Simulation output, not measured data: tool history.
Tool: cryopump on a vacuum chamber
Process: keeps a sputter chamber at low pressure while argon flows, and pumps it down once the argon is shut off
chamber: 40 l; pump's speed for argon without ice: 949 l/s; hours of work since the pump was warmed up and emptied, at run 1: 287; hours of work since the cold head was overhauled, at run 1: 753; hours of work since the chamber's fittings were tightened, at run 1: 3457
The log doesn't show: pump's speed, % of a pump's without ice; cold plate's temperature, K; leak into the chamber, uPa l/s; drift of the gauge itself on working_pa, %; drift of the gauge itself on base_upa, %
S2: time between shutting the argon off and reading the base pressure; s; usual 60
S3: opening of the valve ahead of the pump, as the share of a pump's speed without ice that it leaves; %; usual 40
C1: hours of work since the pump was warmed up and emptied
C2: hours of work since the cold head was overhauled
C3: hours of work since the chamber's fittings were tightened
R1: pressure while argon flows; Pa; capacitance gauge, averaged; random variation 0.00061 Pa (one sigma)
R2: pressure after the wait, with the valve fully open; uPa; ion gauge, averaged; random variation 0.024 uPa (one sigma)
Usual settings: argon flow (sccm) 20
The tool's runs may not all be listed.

Run 1, hour 0.0: usual settings; C1 287; C2 753; C3 3457. Result: R1 0.0956 Pa, R2 3.19 uPa.
At hour 4.2: leaking fittings of the chamber tightened, without venting.
Run 2, hour 16.6: usual settings; C1 296; C2 762; C3 8. Result: R1 0.0962 Pa, R2 0.99 uPa.
Run 3, hour 37.3: usual settings but argon flow (sccm) 33; C1 309; C2 774; C3 21. Result: R1 0.1604 Pa, R2 1.04 uPa.
Run 4, hour 68.8: usual settings but argon flow (sccm) 33; C1 328; C2 794; C3 40. Result: R1 0.1597 Pa, R2 1.04 uPa.
Run 5, hour 99.6: usual settings but argon flow (sccm) 33; C1 348; C2 813; C3 59. Result: R1 0.1611 Pa, R2 1.08 uPa.
Run 6, hour 118.6: usual settings; C1 359; C2 825; C3 71. Result: R1 0.0980 Pa, R2 1.05 uPa.
Run 7, hour 149.0: usual settings; C1 378; C2 844; C3 90. Result: R1 0.0990 Pa, R2 1.08 uPa.
Run 8, hour 173.5: usual settings; C1 393; C2 859; C3 105. Result: R1 0.0999 Pa, R2 1.15 uPa.
Run 9, hour 198.7: usual settings but S2 116 s; C1 409; C2 875; C3 121. Result: R1 0.0995 Pa, R2 0.77 uPa.
Run 10, hour 219.4: usual settings but S2 116 s; C1 422; C2 888; C3 134. Result: R1 0.0997 Pa, R2 0.83 uPa.
Run 11, hour 246.9: usual settings but S2 116 s; C1 439; C2 905; C3 151. Result: R1 0.1016 Pa, R2 0.85 uPa.
At hour 259.7: pump warmed up, emptied and cooled again.
Run 12, hour 275.1: usual settings but S2 116 s; C1 10; C2 919; C3 165. Result: R1 0.0883 Pa, R2 0.75 uPa.
Run 13, hour 297.4: usual settings but argon flow (sccm) 17, S2 116 s; C1 23; C2 933; C3 179. Result: R1 0.0766 Pa, R2 0.76 uPa.
Run 14, hour 329.2: usual settings but argon flow (sccm) 17, S2 116 s; C1 43; C2 953; C3 199. Result: R1 0.0762 Pa, R2 0.72 uPa.
Run 15, hour 358.8: usual settings but argon flow (sccm) 17, S2 116 s; C1 62; C2 971; C3 217. Result: R1 0.0766 Pa, R2 0.78 uPa.
Run 16, hour 380.7: usual settings but argon flow (sccm) 17, S2 116 s; C1 75; C2 984; C3 231. Result: R1 0.0771 Pa, R2 0.80 uPa.
Run 17, hour 398.0: usual settings but S2 271 s; C1 86; C2 995; C3 241. Result: R1 0.0904 Pa, R2 0.63 uPa.
Run 18, hour 414.4: usual settings but S2 271 s; C1 96; C2 1005; C3 252. Result: R1 0.0918 Pa, R2 0.63 uPa.
Run 19, hour 436.4: usual settings but S3 18 %; C1 110; C2 1019; C3 265. Result: R1 0.1990 Pa, R2 1.12 uPa.
Run 20, hour 459.8: usual settings but S2 106 s, S3 33 %; C1 124; C2 1034; C3 280. Result: R1 0.1110 Pa, R2 0.90 uPa.
Run 21, hour 479.6: usual settings but S2 106 s, S3 33 %; C1 137; C2 1046; C3 292. Result: R1 0.1108 Pa, R2 0.92 uPa.
Run 22, hour 497.5: usual settings but argon flow (sccm) 15, S2 278 s, S3 15 %; C1 148; C2 1057; C3 303. Result: R1 0.1817 Pa, R2 0.64 uPa.
Run 23, hour 511.0: usual settings but argon flow (sccm) 15, S2 278 s, S3 15 %; C1 156; C2 1065; C3 311. Result: R1 0.1800 Pa, R2 0.69 uPa.
Run 24, hour 535.4: usual settings but argon flow (sccm) 15, S2 278 s, S3 15 %; C1 171; C2 1081; C3 327. Result: R1 0.1817 Pa, R2 0.67 uPa.
Run 25, hour 558.2: usual settings but argon flow (sccm) 15, S3 23 %; C1 185; C2 1095; C3 341. Result: R1 0.1195 Pa, R2 1.21 uPa.
Run 26, hour 585.4: usual settings but argon flow (sccm) 15, S3 23 %; C1 202; C2 1112; C3 358. Result: R1 0.1196 Pa, R2 1.17 uPa.
Run 27, hour 614.7: usual settings but argon flow (sccm) 15, S3 23 %; C1 220; C2 1130; C3 376. Result: R1 0.1204 Pa, R2 1.23 uPa.
Run 28, hour 646.1: usual settings but argon flow (sccm) 15, S3 23 %; C1 240; C2 1149; C3 395. Result: R1 0.1206 Pa, R2 1.30 uPa.
Run 29, hour 673.8: usual settings but argon flow (sccm) 15, S3 23 %; C1 257; C2 1167; C3 413. Result: R1 0.1209 Pa, R2 1.25 uPa.
Run 30, hour 690.1: usual settings but argon flow (sccm) 15, S2 32 s, S3 19 %; C1 267; C2 1177; C3 423. Result: R1 0.1448 Pa, R2 1.84 uPa.
Run 31, hour 718.4: usual settings but argon flow (sccm) 30, S2 55 s, S3 19 %; C1 285; C2 1194; C3 440. Result: R1 0.2928 Pa, R2 1.34 uPa.
Run 32, hour 749.0: usual settings but argon flow (sccm) 9, S2 37 s, S3 30 %; C1 304; C2 1213; C3 459. Result: R1 0.0567 Pa, R2 1.68 uPa.
Run 33, hour 773.6: usual settings but argon flow (sccm) 11, S2 39 s, S3 44 %; C1 319; C2 1228; C3 475. Result: R1 0.0488 Pa, R2 1.65 uPa.

The same runs without the tool's hidden state, with the same run-to-run variation:
run      R1    R2
  1  0.0885  0.88
  2  0.0888  0.91
  3  0.1477  0.95
  4  0.1463  0.93
  5  0.1468  0.95
  6  0.0889  0.91
  7  0.0894  0.93
  8  0.0897  0.97
  9  0.0889  0.59
 10  0.0887  0.63
 11  0.0900  0.62
 12  0.0878  0.64
 13  0.0760  0.65
 14  0.0753  0.59
 15  0.0754  0.64
 16  0.0757  0.65
 17  0.0885  0.47
 18  0.0896  0.45
 19  0.1966  0.94
 20  0.1082  0.70
 21  0.1078  0.70
 22  0.1793  0.42
 23  0.1774  0.47
 24  0.1788  0.43
 25  0.1164  0.96
 26  0.1162  0.90
 27  0.1167  0.94
 28  0.1166  0.99
 29  0.1165  0.93
 30  0.1402  1.50
 31  0.2828  0.99
 32  0.0535  1.31
 33  0.0447  1.27

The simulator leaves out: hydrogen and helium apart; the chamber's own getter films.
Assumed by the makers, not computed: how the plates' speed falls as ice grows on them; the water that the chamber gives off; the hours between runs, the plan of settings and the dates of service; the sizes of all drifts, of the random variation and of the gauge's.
